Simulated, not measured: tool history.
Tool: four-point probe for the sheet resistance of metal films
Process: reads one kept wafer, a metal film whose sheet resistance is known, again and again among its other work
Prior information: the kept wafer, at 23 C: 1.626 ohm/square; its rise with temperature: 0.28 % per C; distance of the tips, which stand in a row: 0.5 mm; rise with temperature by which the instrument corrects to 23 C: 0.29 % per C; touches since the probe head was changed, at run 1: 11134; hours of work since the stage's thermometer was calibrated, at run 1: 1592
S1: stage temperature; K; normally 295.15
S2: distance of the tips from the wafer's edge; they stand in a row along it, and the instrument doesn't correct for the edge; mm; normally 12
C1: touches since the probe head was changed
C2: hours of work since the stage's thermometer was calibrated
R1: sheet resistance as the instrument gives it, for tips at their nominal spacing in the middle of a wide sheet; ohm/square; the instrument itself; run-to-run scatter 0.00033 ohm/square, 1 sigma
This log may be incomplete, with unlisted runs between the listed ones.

{"run": 1, "hour": 0.0, "S1": 295.15, "S2": 12, "C1": 11134, "C2": 1592, "R1": 1.627392}
{"run": 2, "hour": 14.4, "S1": 295.15, "S2": 12, "C1": 11435, "C2": 1599, "R1": 1.627604}
{"run": 3, "hour": 43.9, "S1": 295.15, "S2": 3, "C1": 12052, "C2": 1613, "R1": 1.649348}
{"run": 4, "hour": 61.0, "S1": 295.15, "S2": 12, "C1": 12407, "C2": 1622, "R1": 1.626772}
{"run": 5, "hour": 75.0, "S1": 295.15, "S2": 12, "C1": 12701, "C2": 1629, "R1": 1.626947}
{"run": 6, "hour": 93.6, "S1": 295.15, "S2": 6, "C1": 13088, "C2": 1638, "R1": 1.631789}
{"run": 7, "hour": 114.0, "S1": 305.15, "S2": 12, "C1": 13514, "C2": 1648, "R1": 1.625701}
{"run": 8, "hour": 134.9, "S1": 305.15, "S2": 12, "C1": 13952, "C2": 1658, "R1": 1.627244}
{"run": 9, "hour": 157.3, "S1": 303.15, "S2": 12, "C1": 14420, "C2": 1669, "R1": 1.62656}
{"run": 10, "hour": 171.3, "S1": 303.15, "S2": 12, "C1": 14711, "C2": 1676, "R1": 1.626716}
{"run": 11, "hour": 198.9, "S1": 303.15, "S2": 12, "C1": 15287, "C2": 1690, "R1": 1.626874}
{"run": 12, "hour": 215.6, "S1": 303.15, "S2": 12, "C1": 15637, "C2": 1698, "R1": 1.626881}
{"run": 13, "hour": 235.7, "S1": 303.15, "S2": 12, "C1": 16056, "C2": 1708, "R1": 1.626646}
{"run": 14, "hour": 255.9, "S1": 292.15, "S2": 18, "C1": 16478, "C2": 1718, "R1": 1.626616}
{"run": 15, "hour": 280.5, "S1": 296.15, "S2": 6, "C1": 16992, "C2": 1730, "R1": 1.631669}
{"run": 16, "hour": 302.5, "S1": 292.15, "S2": 8, "C1": 17453, "C2": 1741, "R1": 1.628965}
{"run": 17, "hour": 331.4, "S1": 292.15, "S2": 8, "C1": 18055, "C2": 1755, "R1": 1.629}
{"run": 18, "hour": 361.9, "S1": 293.15, "S2": 18, "C1": 18694, "C2": 1771, "R1": 1.626198}
{"run": 19, "hour": 387.6, "S1": 307.15, "S2": 3, "C1": 19231, "C2": 1783, "R1": 1.649248}
{"run": 20, "hour": 412.3, "S1": 298.15, "S2": 3, "C1": 19746, "C2": 1796, "R1": 1.649381}
{"run": 21, "hour": 438.6, "S1": 298.15, "S2": 3, "C1": 20294, "C2": 1808, "R1": 1.649802}

Below are 4 alternative next runs, each starting from the tool's condition after run 21. Predict each:
{"run": "A", "hour": 452.7, "S1": 291.15, "S2": 3, "C1": 20589, "C2": 1815, "R1": "?"}
{"run": "B", "hour": 452.7, "S1": 294.15, "S2": 12, "C1": 20589, "C2": 1815, "R1": "?"}
{"run": "C", "hour": 452.7, "S1": 291.15, "S2": 12, "C1": 20589, "C2": 1815, "R1": "?"}
{"run": "D", "hour": 452.7, "S1": 298.15, "S2": 3, "C1": 20589, "C2": 1815, "R1": "?"}

run=A R1=1.649598
run=B R1=1.627369
run=C R1=1.627213
run=D R1=1.649589
Had the tool no hidden state, the same runs would have come out as:
run=A R1=1.650065
run=B R1=1.627829
run=C R1=1.627674
run=D R1=1.650055

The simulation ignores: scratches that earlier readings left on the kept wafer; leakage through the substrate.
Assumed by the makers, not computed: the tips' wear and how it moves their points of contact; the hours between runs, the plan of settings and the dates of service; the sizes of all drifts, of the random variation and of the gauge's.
